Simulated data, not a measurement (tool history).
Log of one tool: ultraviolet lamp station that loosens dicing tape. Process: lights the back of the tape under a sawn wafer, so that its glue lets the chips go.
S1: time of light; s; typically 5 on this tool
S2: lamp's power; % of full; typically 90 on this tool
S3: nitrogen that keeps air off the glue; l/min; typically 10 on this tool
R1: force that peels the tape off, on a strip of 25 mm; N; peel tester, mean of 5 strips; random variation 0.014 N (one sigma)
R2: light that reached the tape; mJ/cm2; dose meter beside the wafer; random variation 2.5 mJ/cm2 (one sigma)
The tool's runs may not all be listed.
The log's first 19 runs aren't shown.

Run 20, hour 153.4: usual settings but S2 66 % of full, S3 9 l/min. Result: R1 1.48 N, R2 186 mJ/cm2.
At hour 158: window cleaned of glue's vapour.
Run 21, hour 158.7: usual settings but S2 66 % of full, S3 9 l/min. Result: R1 1.292 N, R2 208 mJ/cm2.
Run 22, hour 165: usual settings but S1 6 s. Result: R1 0.553 N, R2 338 mJ/cm2.
Run 23, hour 171.9: usual settings but S1 6 s. Result: R1 0.54 N, R2 335 mJ/cm2.
Run 24, hour 177.4: usual settings but S2 80 % of full, S3 12 l/min. Result: R1 0.823 N, R2 247 mJ/cm2.
Run 25, hour 187.4: usual settings but S1 3 s, S2 72 % of full, S3 19 l/min. Result: R1 1.578 N, R2 132 mJ/cm2.
Run 26, hour 192.6: usual settings but S1 3 s, S2 72 % of full, S3 19 l/min. Result: R1 1.617 N, R2 135 mJ/cm2.
Run 27, hour 199.4: usual settings but S1 3 s, S2 72 % of full, S3 19 l/min. Result: R1 1.62 N, R2 130 mJ/cm2.
Run 28, hour 210.5: usual settings but S1 3 s, S2 72 % of full, S3 19 l/min. Result: R1 1.651 N, R2 133 mJ/cm2.
Run 29, hour 216.6: usual settings but S1 8 s, S2 66 % of full, S3 5 l/min. Result: R1 0.939 N, R2 322 mJ/cm2.
Run 30, hour 222: usual settings but S1 6 s, S2 65 % of full, S3 8 l/min. Result: R1 1.148 N, R2 237 mJ/cm2.
Run 31, hour 226.6: usual settings but S2 62 % of full, S3 14 l/min. Result: R1 1.19 N, R2 188 mJ/cm2.
Run 32, hour 232.9: usual settings but S1 3 s, S2 95 % of full, S3 6 l/min. Result: R1 2.038 N, R2 173 mJ/cm2.
Run 33, hour 244.1: usual settings but S1 9 s, S2 73 % of full. Result: R1 0.387 N, R2 399 mJ/cm2.
Run 34, hour 250.6: usual settings but S1 3 s, S2 66 % of full, S3 3 l/min. Result: R1 3.282 N, R2 119 mJ/cm2.
Run 35, hour 259.3: usual settings but S1 2 s, S2 63 % of full, S3 6 l/min. Result: R1 3.74 N, R2 75 mJ/cm2.
Run 36, hour 267.2: usual settings but S1 6 s, S2 86 % of full, S3 6 l/min. Result: R1 0.905 N, R2 312 mJ/cm2.
Run 37, hour 276.4: usual settings but S1 6 s, S2 86 % of full, S3 6 l/min. Result: R1 0.889 N, R2 311 mJ/cm2.
Run 38, hour 283.1: usual settings but S1 6 s, S2 86 % of full, S3 6 l/min. Result: R1 0.947 N, R2 313 mJ/cm2.
Run 39, hour 289.2: usual settings but S1 6 s, S2 86 % of full, S3 6 l/min. Result: R1 0.91 N, R2 308 mJ/cm2.
Run 40, hour 295.4: usual settings but S1 10 s, S2 72 % of full, S3 3 l/min. Result: R1 0.843 N, R2 426 mJ/cm2.
Run 41, hour 305.7: usual settings but S2 68 % of full. Result: R1 1.291 N, R2 198 mJ/cm2.
Run 42, hour 314.1: usual settings but S1 3 s, S2 68 % of full. Result: R1 2.346 N, R2 121 mJ/cm2.
Run 43, hour 323.9: usual settings but S3 13 l/min. Result: R1 0.719 N, R2 266 mJ/cm2.

Here are 4 independent what-if runs from the current tool condition. What would each one return?
Run A, hour 331.6: usual settings but S2 79 % of full. Result: R1 ?, R2 ?.
Run B, hour 331.6: usual settings but S1 8 s, S2 65 % of full. Result: R1 ?, R2 ?.
Run C, hour 331.6: usual settings but S1 7 s, S2 87 % of full, S3 16 l/min. Result: R1 ?, R2 ?.
Run D, hour 331.6: usual settings but S2 80 % of full, S3 13 l/min. Result: R1 ?, R2 ?.

run     R1   R2
  A  1.033  231
  B  0.673  315
  C  0.358  362
  D  0.892  234
Stripped of hidden state, with their random variation kept, the same runs would have yielded:
run     R1   R2
  A  0.815  267
  B  0.518  362
  C  0.283  418
  D  0.695  270
